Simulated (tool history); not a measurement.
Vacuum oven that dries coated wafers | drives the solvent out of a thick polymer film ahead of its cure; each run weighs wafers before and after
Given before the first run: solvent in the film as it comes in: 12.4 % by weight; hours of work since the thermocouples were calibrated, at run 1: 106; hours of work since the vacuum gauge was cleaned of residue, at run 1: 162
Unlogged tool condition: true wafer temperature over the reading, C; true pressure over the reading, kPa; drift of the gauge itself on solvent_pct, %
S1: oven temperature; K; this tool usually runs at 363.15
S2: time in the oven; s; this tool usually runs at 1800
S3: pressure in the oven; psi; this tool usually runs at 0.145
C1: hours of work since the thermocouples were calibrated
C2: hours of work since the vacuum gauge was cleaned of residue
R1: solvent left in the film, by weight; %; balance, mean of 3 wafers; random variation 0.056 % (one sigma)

{"run": 1, "day": 0.0, "S1": 363.15, "S2": 1800, "S3": 0.145, "C1": 106, "C2": 162, "R1": 2.71}
{"run": 2, "day": 0.733, "S1": 363.15, "S2": 1800, "S3": 0.145, "C1": 117, "C2": 173, "R1": 2.72}
{"run": 3, "day": 1.129, "S1": 363.15, "S2": 1800, "S3": 0.145, "C1": 123, "C2": 179, "R1": 2.71}
{"run": 4, "day": 1.483, "S1": 363.15, "S2": 1800, "S3": 0.145, "C1": 128, "C2": 184, "R1": 2.68}
{"run": 5, "day": 1.958, "S1": 363.15, "S2": 1800, "S3": 0.145, "C1": 135, "C2": 191, "R1": 2.67}
{"run": 6, "day": 2.617, "S1": 363.15, "S2": 1800, "S3": 0.45, "C1": 145, "C2": 201, "R1": 4.79}
{"run": 7, "day": 3.05, "S1": 363.15, "S2": 1800, "S3": 0.45, "C1": 151, "C2": 208, "R1": 4.84}
{"run": 8, "day": 3.708, "S1": 363.15, "S2": 1800, "S3": 0.145, "C1": 161, "C2": 217, "R1": 2.73}
{"run": 9, "day": 4.162, "S1": 363.15, "S2": 1800, "S3": 0.483, "C1": 168, "C2": 224, "R1": 5.0}
{"run": 10, "day": 4.862, "S1": 363.15, "S2": 2760, "S3": 0.145, "C1": 179, "C2": 235, "R1": 1.66}
{"run": 11, "day": 5.692, "S1": 363.15, "S2": 1800, "S3": 0.145, "C1": 191, "C2": 247, "R1": 2.69}
{"run": 12, "day": 6.479, "S1": 363.15, "S2": 1800, "S3": 0.145, "C1": 203, "C2": 259, "R1": 2.77}
{"run": 13, "day": 6.95, "S1": 363.15, "S2": 1800, "S3": 0.145, "C1": 210, "C2": 266, "R1": 2.82}
{"run": 14, "day": 7.729, "S1": 363.15, "S2": 1800, "S3": 0.145, "C1": 221, "C2": 278, "R1": 2.76}
{"run": 15, "day": 8.308, "S1": 363.15, "S2": 1800, "S3": 0.145, "C1": 230, "C2": 286, "R1": 2.73}
{"run": 16, "day": 8.925, "S1": 363.15, "S2": 1800, "S3": 0.458, "C1": 239, "C2": 295, "R1": 4.87}
{"run": 17, "day": 9.367, "S1": 375.15, "S2": 1800, "S3": 0.145, "C1": 246, "C2": 302, "R1": 0.97}
{"run": 18, "day": 10.221, "S1": 375.15, "S2": 1800, "S3": 0.145, "C1": 259, "C2": 315, "R1": 0.96}
{"run": 19, "day": 10.771, "S1": 368.15, "S2": 1560, "S3": 0.145, "C1": 267, "C2": 323, "R1": 2.06}
{"run": 20, "day": 11.283, "S1": 368.15, "S2": 1560, "S3": 0.145, "C1": 274, "C2": 331, "R1": 2.05}
{"run": 21, "day": 11.738, "S1": 374.15, "S2": 1800, "S3": 0.189, "C1": 281, "C2": 337, "R1": 1.28}
{"run": 22, "day": 12.508, "S1": 356.15, "S2": 1920, "S3": 0.189, "C1": 293, "C2": 349, "R1": 4.66}
{"run": 23, "day": 13.133, "S1": 377.15, "S2": 1380, "S3": 0.075, "C1": 302, "C2": 358, "R1": 0.87}
{"run": 24, "day": 14.0, "S1": 377.15, "S2": 1980, "S3": 0.381, "C1": 315, "C2": 371, "R1": 2.02}
{"run": 25, "day": 14.604, "S1": 365.15, "S2": 2580, "S3": 0.074, "C1": 324, "C2": 380, "R1": 1.25}
{"run": 26, "day": 15.308, "S1": 366.15, "S2": 1800, "S3": 0.22, "C1": 335, "C2": 391, "R1": 2.69}
{"run": 27, "day": 15.779, "S1": 358.15, "S2": 1500, "S3": 0.081, "C1": 342, "C2": 398, "R1": 4.24}
{"run": 28, "day": 16.571, "S1": 358.15, "S2": 1500, "S3": 0.081, "C1": 353, "C2": 410, "R1": 4.16}
{"run": 29, "day": 17.262, "S1": 358.15, "S2": 1560, "S3": 0.174, "C1": 364, "C2": 420, "R1": 4.76}
{"run": 30, "day": 17.633, "S1": 372.15, "S2": 2520, "S3": 0.145, "C1": 369, "C2": 425, "R1": 1.09}
{"run": 31, "day": 18.396, "S1": 349.15, "S2": 1140, "S3": 0.145, "C1": 381, "C2": 437, "R1": 7.74}
{"run": 32, "day": 18.929, "S1": 358.15, "S2": 1860, "S3": 0.171, "C1": 389, "C2": 445, "R1": 4.23}
{"run": 33, "day": 19.642, "S1": 358.15, "S2": 1860, "S3": 0.193, "C1": 399, "C2": 455, "R1": 4.54}
{"run": 34, "day": 20.3, "S1": 358.15, "S2": 2520, "S3": 0.281, "C1": 409, "C2": 465, "R1": 4.23}
{"run": 35, "day": 21.15, "S1": 371.15, "S2": 1260, "S3": 0.177, "C1": 422, "C2": 478, "R1": 2.32}
{"run": 36, "day": 21.508, "S1": 363.15, "S2": 1800, "S3": 0.093, "C1": 427, "C2": 483, "R1": 2.54}

Alternative continuations, all from the tool just after run 36; predict every row:
{"run": "A", "day": 21.946, "S1": 352.15, "S2": 1860, "S3": 0.157, "C1": 434, "C2": 490, "R1": "?"}
{"run": "B", "day": 21.946, "S1": 363.15, "S2": 3180, "S3": 0.093, "C1": 434, "C2": 490, "R1": "?"}
{"run": "C", "day": 21.946, "S1": 363.15, "S2": 1800, "S3": 0.28, "C1": 434, "C2": 490, "R1": "?"}
{"run": "D", "day": 21.946, "S1": 374.15, "S2": 2400, "S3": 0.117, "C1": 434, "C2": 490, "R1": "?"}
{"run": "E", "day": 21.946, "S1": 365.15, "S2": 1440, "S3": 0.087, "C1": 434, "C2": 490, "R1": "?"}

run=A R1=5.76
run=B R1=1.51
run=C R1=3.86
run=D R1=0.91
run=E R1=2.72
Stripped of hidden state, with their random variation kept, the same runs would have yielded:
run=A R1=5.22
run=B R1=1.14
run=C R1=3.40
run=D R1=0.69
run=E R1=2.30
